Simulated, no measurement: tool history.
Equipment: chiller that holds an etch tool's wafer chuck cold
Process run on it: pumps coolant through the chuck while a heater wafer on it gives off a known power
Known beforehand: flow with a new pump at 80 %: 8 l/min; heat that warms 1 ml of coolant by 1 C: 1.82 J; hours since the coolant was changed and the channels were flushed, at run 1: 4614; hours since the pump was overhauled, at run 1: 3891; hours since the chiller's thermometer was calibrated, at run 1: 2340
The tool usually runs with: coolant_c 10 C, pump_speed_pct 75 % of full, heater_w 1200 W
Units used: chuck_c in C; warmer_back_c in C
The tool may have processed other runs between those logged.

| run | hour | coolant_c | pump_speed_pct | heater_w | hours since the coolant was changed and the channels were flushed | hours since the pump was overhauled | hours since the chiller's thermometer was calibrated | chuck_c | warmer_back_c |
|---|---|---|---|---|---|---|---|---|---|
| 1 | 0 | 10 | 75 | 1200 | 4614 | 3891 | 2340 | 20.8 | 5.32 |
| 2 | 141.1 | 10 | 75 | 1200 | 4755 | 4032 | 2481 | 20.8 | 5.34 |
| 3 | 238.3 | 10 | 75 | 1200 | 4852 | 4130 | 2578 | 20.8 | 5.29 |
| 4 | 316.4 | 10 | 75 | 1200 | 4931 | 4208 | 2656 | 20.5 | 5.35 |
| 5 | 432.6 | 10 | 75 | 1200 | 5047 | 4324 | 2772 | 20.9 | 5.31 |
| 6 | 528 | 10 | 75 | 1200 | 5142 | 4419 | 2868 | 20.8 | 5.37 |
| 7 | 599.4 | 10 | 75 | 1200 | 5214 | 4491 | 2939 | 20.9 | 5.43 |
| 8 | 676.4 | 10 | 75 | 1200 | 5291 | 4568 | 3016 | 20.9 | 5.42 |
| 9 | 768.9 | 10 | 75 | 1200 | 5383 | 4660 | 3109 | 21.1 | 5.39 |
| 10 | 835 | 10 | 78 | 1200 | 5449 | 4726 | 3175 | 20.4 | 5.21 |
| 11 | 932.8 | 10 | 78 | 1200 | 5547 | 4824 | 3272 | 20.3 | 5.22 |
| 12 | 1058 | 5 | 78 | 1200 | 5672 | 4949 | 3398 | 15.4 | 5.23 |
| 13 | 1175.2 | 5 | 78 | 1200 | 5789 | 5067 | 3515 | 15.5 | 5.28 |
| 14 | 1255.5 | 10 | 75 | 1200 | 5870 | 5147 | 3595 | 20.8 | 5.47 |
| 15 | 1318.5 | 10 | 75 | 1200 | 5933 | 5210 | 3658 | 20.9 | 5.56 |
| 16 | 1413.1 | 10 | 75 | 1200 | 6027 | 5304 | 3753 | 20.9 | 5.5 |
| 17 | 1486.8 | 14 | 71 | 648 | 6101 | 5378 | 3826 | 20.1 | 3.29 |
| 18 | 1561.3 | 14 | 71 | 924 | 6175 | 5453 | 3901 | 22.8 | 4.65 |
| 19 | 1632.8 | 14 | 71 | 924 | 6247 | 5524 | 3972 | 22.8 | 4.65 |
| 20 | 1722.6 | 14 | 71 | 924 | 6337 | 5614 | 4062 | 22.7 | 4.66 |
|  | 1788.4 | coolant changed, channels flushed |
| 21 | 1873.1 | 4 | 90 | 1017 | 85 | 5758 | 4207 | 11.7 | 3.99 |
| 22 | 1934.7 | 10 | 61 | 677 | 146 | 5820 | 4268 | 17.5 | 4.06 |
| 23 | 2040.4 | 0 | 83 | 1237 | 252 | 5926 | 4374 | 10.2 | 5.19 |
| 24 | 2129.8 | 0 | 82 | 1200 | 341 | 6015 | 4464 | 9.9 | 5.14 |
| 25 | 2249.3 | 17 | 74 | 1326 | 461 | 6135 | 4583 | 28.9 | 6.22 |
| 26 | 2316.4 | 8 | 75 | 719 | 528 | 6202 | 4650 | 14.4 | 3.56 |
| 27 | 2409.5 | 20 | 75 | 719 | 621 | 6295 | 4743 | 26.4 | 3.54 |
| 28 | 2533 | 5 | 75 | 1468 | 745 | 6418 | 4867 | 18.2 | 6.87 |
|  | 2545.5 | gauge calibrated |
| 29 | 2654.4 | 10 | 75 | 1391 | 866 | 6540 | 4988 | 22.6 | 6.22 |
|  | 2722.8 | chiller's thermometer calibrated |
| 30 | 2766.4 | 10 | 76 | 1294 | 977 | 6651 | 44 | 21.4 | 5.62 |
| 31 | 2836.4 | 10 | 62 | 793 | 1047 | 6721 | 114 | 18.8 | 4.4 |

How would selected steps in warmer_back_c from run to run divide? Give the signed amount a tool lacking its hidden state would still show from settings, what came in and random variation, and the signed amount left for the hidden state, including any gauge scatter that is not in both of the compared results.
What the log doesn't record here: heat passed by the chuck's channels, % of clean ones'; flow at a given pump speed, % of a new pump's; coolant's true temperature over the reading, C; drift of the gauge itself on chuck_c, C; drift of the gauge itself on warmer_back_c, C.
Run 1 -> 2: settings left as they were, no log entry in between. warmer_back_c +0.02 C: hidden state +0.03, all else -0.01.
Run 16 -> 17: coolant_c 10 -> 14, pump_speed_pct 75 -> 71, heater_w 1200 -> 648. warmer_back_c -2.21 C: hidden state +0.01, all else -2.22.
Run 20 -> 21: coolant_c 14 -> 4, pump_speed_pct 71 -> 90, heater_w 924 -> 1017, coolant changed, channels flushed. warmer_back_c -0.67 C: hidden state +0.03, all else -0.7.
Run 25 -> 26: coolant_c 17 -> 8, pump_speed_pct 74 -> 75, heater_w 1326 -> 719. warmer_back_c -2.66 C: hidden state +0.01, all else -2.67.
Run 27 -> 28: coolant_c 20 -> 5, heater_w 719 -> 1468. warmer_back_c +3.33 C: hidden state +0.03, all else +3.3.
Run 28 -> 29: coolant_c 5 -> 10, heater_w 1468 -> 1391, gauge calibrated. warmer_back_c -0.65 C: hidden state -0.4, all else -0.25.
